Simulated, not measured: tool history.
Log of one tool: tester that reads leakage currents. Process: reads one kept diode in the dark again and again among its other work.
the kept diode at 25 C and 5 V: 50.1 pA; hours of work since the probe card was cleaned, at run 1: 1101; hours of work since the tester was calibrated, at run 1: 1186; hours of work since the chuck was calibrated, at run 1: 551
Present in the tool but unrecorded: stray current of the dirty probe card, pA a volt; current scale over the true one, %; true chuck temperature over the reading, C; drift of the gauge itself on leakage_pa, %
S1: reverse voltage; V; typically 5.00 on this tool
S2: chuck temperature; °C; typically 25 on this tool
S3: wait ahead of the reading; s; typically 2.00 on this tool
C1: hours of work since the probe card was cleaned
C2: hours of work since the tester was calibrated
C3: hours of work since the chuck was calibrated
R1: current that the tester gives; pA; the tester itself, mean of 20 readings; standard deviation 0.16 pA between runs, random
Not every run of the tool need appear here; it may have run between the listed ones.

run	hour	S1	S2	S3	C1	C2	C3	R1
1	0.0	5.00	25	2.00	1101	1186	551	51.30
# hour 117.7: chuck's temperature calibrated
2	165.1	5.00	25	2.00	1173	1258	21	51.27
3	249.7	5.00	25	2.00	1211	1295	58	50.92
4	438.6	5.00	25	2.00	1294	1378	142	51.06
5	599.0	5.00	25	2.00	1365	1449	212	50.83
6	732.5	5.00	25	2.00	1424	1508	271	50.91
7	904.4	5.00	25	2.00	1499	1584	347	50.93
8	1016.9	5.00	25	2.00	1549	1633	397	51.12
9	1121.5	5.00	25	2.00	1595	1680	443	50.90
10	1197.8	5.00	25	2.00	1629	1713	476	51.24
11	1325.4	5.00	25	2.00	1685	1770	533	51.17
12	1416.7	7.21	40	0.36	1725	1810	573	242.10
# hour 1478.3: chuck's temperature calibrated
13	1553.9	7.21	40	0.36	1785	1869	33	242.09
14	1694.5	7.21	21	5.73	1847	1931	95	41.36
15	1847.2	7.21	21	5.73	1914	1999	163	40.97
16	1962.3	7.21	21	5.73	1965	2050	213	41.09
17	2044.2	3.48	45	0.93	2001	2086	250	255.61
18	2177.6	3.48	51	4.25	2060	2145	308	416.20
19	2348.2	3.48	51	4.25	2135	2220	384	415.62
20	2437.5	3.48	51	4.25	2175	2259	423	415.71
21	2577.7	5.00	47	8.84	2237	2321	485	358.34

Forecast each of these 5 alternatives for the next run:
# hour 2637.4: probe card cleaned and baked
A	2683.4	4.29	37	0.69	20	2366	530	?
# hour 2637.4: probe card cleaned and baked
B	2683.4	7.95	43	5.21	20	2366	530	?
# hour 2637.4: probe card cleaned and baked
C	2683.4	5.00	25	0.93	20	2366	530	?
# hour 2637.4: probe card cleaned and baked
D	2683.4	5.00	34	1.22	20	2366	530	?
# hour 2637.4: probe card cleaned and baked
E	2683.4	5.00	47	0.73	20	2366	530	?

run	R1
A	142.20
B	319.55
C	52.04
D	117.32
E	359.88
Stripped of hidden state, with their random variation kept, the same runs would have yielded:
run	R1
A	142.05
B	319.21
C	51.98
D	117.18
E	359.50
